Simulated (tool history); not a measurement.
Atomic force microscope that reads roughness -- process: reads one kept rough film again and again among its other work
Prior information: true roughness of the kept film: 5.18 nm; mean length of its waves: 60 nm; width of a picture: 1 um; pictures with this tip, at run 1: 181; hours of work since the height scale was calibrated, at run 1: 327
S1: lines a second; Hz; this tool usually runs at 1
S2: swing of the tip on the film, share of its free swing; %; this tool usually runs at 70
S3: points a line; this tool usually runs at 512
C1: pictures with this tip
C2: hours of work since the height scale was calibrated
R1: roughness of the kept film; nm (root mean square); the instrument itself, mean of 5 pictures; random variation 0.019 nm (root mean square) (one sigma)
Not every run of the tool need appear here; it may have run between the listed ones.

run     day    S1  S2   S3   C1   C2     R1
  1       0     1  70  512  181  327  4.089
  2   1.571     1  70  306  228  355   3.95
  3   2.533     1  70  306  257  372  3.884
      3.017  -- new tip fitted
  4   4.262     1  70  264   37  402  4.503
  5   5.158     1  70  512   64  418   4.45
  6   6.908     1  70  512  117  449  4.245
  7   7.971     1  70  512  149  468  4.172
  8   9.292     1  70  512  188  491  4.052
  9  10.792   0.8  70  512  233  518  3.957
 10  12.008  1.68  76  551  270  540  3.571
     12.142  -- new tip fitted
 11  13.262  1.68  76  551   34  562  4.233
 12  14.996  2.21  59  723   86  592  4.341
 13  16.471  0.77  84  308  130  618  4.081
 14  18.229  2.56  67  407  183  650  3.818
 15  19.029  2.21  67  920  207  664  3.815

Predict each of these 4 candidate next runs independently; none follows another, all start after run 15:
  A  20.562  3.14  69  341  253  691   ?
  B  20.562  1.57  80  554  253  691   ?
  C  20.562  2.38  70  301  253  691   ?
  D  20.562  2.21  88  727  253  691   ?

run     R1
  A  3.485
  B  3.542
  C  3.611
  D  3.118
What these runs would have given with no unlogged condition in the tool:
run     R1
  A  4.203
  B  4.271
  C  4.352
  D  3.759
